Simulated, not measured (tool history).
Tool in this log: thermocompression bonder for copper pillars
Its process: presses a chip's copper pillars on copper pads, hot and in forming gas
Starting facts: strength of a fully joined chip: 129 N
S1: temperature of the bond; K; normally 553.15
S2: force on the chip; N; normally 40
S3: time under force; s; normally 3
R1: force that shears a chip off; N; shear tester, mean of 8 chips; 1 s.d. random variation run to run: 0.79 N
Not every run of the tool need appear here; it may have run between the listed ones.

{"run": 1, "hour": 0.0, "S1": 553.15, "S2": 40, "S3": 3, "R1": 56.9}
{"run": 2, "hour": 10.3, "S1": 575.15, "S2": 40, "S3": 3, "R1": 69.8}
{"run": 3, "hour": 20.0, "S1": 575.15, "S2": 40, "S3": 3, "R1": 69.2}
{"run": 4, "hour": 29.6, "S1": 575.15, "S2": 40, "S3": 3, "R1": 69.8}
{"run": 5, "hour": 39.8, "S1": 553.15, "S2": 40, "S3": 3, "R1": 56}
{"run": 6, "hour": 50.1, "S1": 553.15, "S2": 40, "S3": 3, "R1": 56.6}
{"run": 7, "hour": 57.3, "S1": 553.15, "S2": 40, "S3": 3, "R1": 55.5}
{"run": 8, "hour": 67.4, "S1": 553.15, "S2": 40, "S3": 3, "R1": 55.5}
{"run": 9, "hour": 75.9, "S1": 553.15, "S2": 40, "S3": 3, "R1": 55.7}
{"run": 10, "hour": 83.4, "S1": 553.15, "S2": 40, "S3": 3, "R1": 55.2}
{"run": 11, "hour": 90.7, "S1": 553.15, "S2": 60, "S3": 3, "R1": 76.8}
{"run": 12, "hour": 100.4, "S1": 553.15, "S2": 60, "S3": 3, "R1": 78.8}
{"run": 13, "hour": 108.3, "S1": 553.15, "S2": 40, "S3": 3, "R1": 55.1}
{"run": 14, "hour": 114.2, "S1": 553.15, "S2": 47, "S3": 4, "R1": 69.5}
{"run": 15, "hour": 122.4, "S1": 553.15, "S2": 47, "S3": 4, "R1": 68.4}
{"run": 16, "hour": 133.4, "S1": 548.15, "S2": 46, "S3": 5, "R1": 69.7}
{"run": 17, "hour": 139.5, "S1": 566.15, "S2": 40, "S3": 3, "R1": 61.7}
{"run": 18, "hour": 148.1, "S1": 566.15, "S2": 40, "S3": 3, "R1": 62.4}
{"run": 19, "hour": 153.3, "S1": 534.15, "S2": 24, "S3": 4, "R1": 27.4}
{"run": 20, "hour": 164.0, "S1": 534.15, "S2": 24, "S3": 4, "R1": 26.9}
{"run": 21, "hour": 173.9, "S1": 534.15, "S2": 24, "S3": 4, "R1": 28.4}
{"run": 22, "hour": 184.4, "S1": 577.15, "S2": 46, "S3": 5, "R1": 87.9}
{"run": 23, "hour": 192.4, "S1": 551.15, "S2": 40, "S3": 4, "R1": 58.7}
{"run": 24, "hour": 197.0, "S1": 551.15, "S2": 40, "S3": 4, "R1": 57.6}
{"run": 25, "hour": 206.2, "S1": 569.15, "S2": 39, "S3": 6, "R1": 76.5}

What if the next run were any one of these 3? Each begins from the tool's condition after run 25:
{"run": "A", "hour": 215.6, "S1": 569.15, "S2": 39, "S3": 4, "R1": "?"}
{"run": "B", "hour": 215.6, "S1": 551.15, "S2": 37, "S3": 6, "R1": "?"}
{"run": "C", "hour": 215.6, "S1": 544.15, "S2": 34, "S3": 3, "R1": "?"}

run=A R1=70
run=B R1=60.9
run=C R1=39.9
With the hidden condition removed and each run's random variation left untouched, the same runs would have given:
run=A R1=79.5
run=B R1=69.6
run=C R1=46
